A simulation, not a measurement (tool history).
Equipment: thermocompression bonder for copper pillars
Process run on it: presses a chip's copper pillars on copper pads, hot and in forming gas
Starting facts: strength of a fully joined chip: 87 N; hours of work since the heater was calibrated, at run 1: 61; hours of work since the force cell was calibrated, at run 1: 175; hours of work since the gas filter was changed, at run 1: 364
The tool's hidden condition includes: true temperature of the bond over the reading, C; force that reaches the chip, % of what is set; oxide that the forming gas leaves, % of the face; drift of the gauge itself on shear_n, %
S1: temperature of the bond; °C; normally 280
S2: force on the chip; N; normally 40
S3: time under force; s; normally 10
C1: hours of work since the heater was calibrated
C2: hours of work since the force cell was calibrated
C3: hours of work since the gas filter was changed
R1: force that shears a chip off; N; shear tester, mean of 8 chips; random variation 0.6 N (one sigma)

Run 1, hour 0.0: usual settings; C1 61; C2 175; C3 364. Result: R1 41.8 N.
Run 2, hour 14.4: usual settings; C1 70; C2 184; C3 373. Result: R1 41.0 N.
Run 3, hour 29.4: usual settings but S3 24 s; C1 79; C2 193; C3 382. Result: R1 55.8 N.
Run 4, hour 42.8: usual settings but S3 24 s; C1 88; C2 202; C3 391. Result: R1 55.0 N.
At hour 46.1: heater calibrated with a thermocouple chip.
Run 5, hour 63.1: usual settings but S3 24 s; C1 11; C2 213; C3 402. Result: R1 55.4 N.
Run 6, hour 81.3: usual settings but S3 24 s; C1 22; C2 225; C3 413. Result: R1 54.8 N.
Run 7, hour 91.5: usual settings but S2 27 N, S3 24 s; C1 28; C2 231; C3 420. Result: R1 37.6 N.
Run 8, hour 103.0: usual settings but S2 27 N, S3 24 s; C1 36; C2 238; C3 427. Result: R1 37.0 N.
At hour 108.6: heater calibrated with a thermocouple chip, once more.
Run 9, hour 126.5: usual settings but S1 284 °C, S2 32 N, S3 24 s; C1 11; C2 252; C3 441. Result: R1 48.1 N.
Run 10, hour 141.8: usual settings but S3 14 s; C1 21; C2 261; C3 450. Result: R1 47.6 N.
Run 11, hour 163.0: usual settings but S2 29 N; C1 34; C2 275; C3 463. Result: R1 29.4 N.
Run 12, hour 186.1: usual settings but S2 29 N; C1 49; C2 289; C3 478. Result: R1 29.7 N.

Each row is a separate what-if for the run after 12, all from the same tool condition, not one after another. Results?
At hour 193.8: forming gas filter changed.
Run A, hour 206.6: usual settings but S1 289 °C, S2 30 N; C1 61; C2 302; C3 8. Result: R1 ?.
At hour 193.8: forming gas filter changed.
Run B, hour 206.6: usual settings but S1 252 °C, S3 24 s; C1 61; C2 302; C3 8. Result: R1 ?.
At hour 193.8: forming gas filter changed.
Run C, hour 206.6: usual settings but S1 304 °C, S2 52 N, S3 23 s; C1 61; C2 302; C3 8. Result: R1 ?.

run    R1
  A  34.8
  B  43.4
  C  73.4
With the hidden condition removed and each run's random variation left untouched, the same runs would have given:
run    R1
  A  34.7
  B  43.3
  C  73.3

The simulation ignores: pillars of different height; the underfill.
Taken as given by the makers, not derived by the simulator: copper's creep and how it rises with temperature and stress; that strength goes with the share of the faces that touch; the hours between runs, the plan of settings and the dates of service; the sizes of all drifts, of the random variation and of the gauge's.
